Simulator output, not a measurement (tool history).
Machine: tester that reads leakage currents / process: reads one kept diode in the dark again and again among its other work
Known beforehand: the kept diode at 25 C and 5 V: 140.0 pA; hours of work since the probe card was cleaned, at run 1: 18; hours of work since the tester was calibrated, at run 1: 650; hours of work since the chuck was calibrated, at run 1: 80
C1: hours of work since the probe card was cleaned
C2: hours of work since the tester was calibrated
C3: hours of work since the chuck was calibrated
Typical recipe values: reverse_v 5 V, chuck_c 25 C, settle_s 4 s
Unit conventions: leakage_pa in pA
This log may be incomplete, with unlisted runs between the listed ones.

Run 1, day 0: usual settings; C1 18; C2 650; C3 80. Result: leakage_pa 144.58 pA.
Run 2, day 1.458: usual settings; C1 38; C2 670; C3 100. Result: leakage_pa 144.5 pA.
Run 3, day 3.021: usual settings; C1 58; C2 690; C3 121. Result: leakage_pa 145.1 pA.
Run 4, day 4.362: usual settings; C1 76; C2 708; C3 138. Result: leakage_pa 144.64 pA.
Run 5, day 6.275: usual settings but reverse_v 1.11 V; C1 102; C2 734; C3 164. Result: leakage_pa 73.8 pA.
Run 6, day 7.412: usual settings; C1 117; C2 749; C3 179. Result: leakage_pa 145.64 pA.
Run 7, day 8.5: usual settings; C1 131; C2 763; C3 193. Result: leakage_pa 147.09 pA.
At day 8.758: chuck's temperature calibrated.
Run 8, day 9.696: usual settings; C1 146; C2 778; C3 12. Result: leakage_pa 148.52 pA.
Run 9, day 11.15: usual settings but reverse_v 10.95 V, chuck_c 60 C, settle_s 4.63 s; C1 165; C2 797; C3 32. Result: leakage_pa 2241.21 pA.
Run 10, day 12.412: usual settings but reverse_v 9.24 V, chuck_c 45 C; C1 182; C2 814; C3 49. Result: leakage_pa 804.22 pA.
At day 13.4: chuck's temperature calibrated, once more.
Run 11, day 14.304: usual settings but chuck_c 46 C, settle_s 4.18 s; C1 206; C2 838; C3 12. Result: leakage_pa 624.64 pA.
Run 12, day 15.496: usual settings but chuck_c 46 C, settle_s 1.89 s; C1 222; C2 854; C3 28. Result: leakage_pa 627.28 pA.
Run 13, day 16.517: usual settings but chuck_c 46 C, settle_s 7.48 s; C1 236; C2 867; C3 41. Result: leakage_pa 625.08 pA.
Run 14, day 17.867: usual settings but reverse_v 11.04 V, chuck_c 28 C, settle_s 5.6 s; C1 254; C2 885; C3 59. Result: leakage_pa 255.86 pA.
Run 15, day 19.054: usual settings but reverse_v 1.31 V; C1 269; C2 901; C3 75. Result: leakage_pa 77.85 pA.

What differs in the tool's unlogged condition from the final listed run ahead of each entry between runs to the first listed run following it?
Between runs 7 and 8: chuck's temperature calibrated (day 8.758)
  stray current of the dirty probe card, pA a volt: 0.089 -> 0.097; current scale over the true one, %: 0.59 -> 0.6; true chuck temperature over the reading, C: 0.46 -> 0.59
  the result without the hidden state subtracted from the measured one, leakage_pa: +6.16 -> +7.66 pA
Between runs 10 and 11: chuck's temperature calibrated, once more (day 13.4)
  stray current of the dirty probe card, pA a volt: 0.116 -> 0.129; current scale over the true one, %: 0.63 -> 0.65; true chuck temperature over the reading, C: 0.64 -> 0.02
  the result without the hidden state subtracted from the measured one, leakage_pa: +39.25 -> +5.25 pA

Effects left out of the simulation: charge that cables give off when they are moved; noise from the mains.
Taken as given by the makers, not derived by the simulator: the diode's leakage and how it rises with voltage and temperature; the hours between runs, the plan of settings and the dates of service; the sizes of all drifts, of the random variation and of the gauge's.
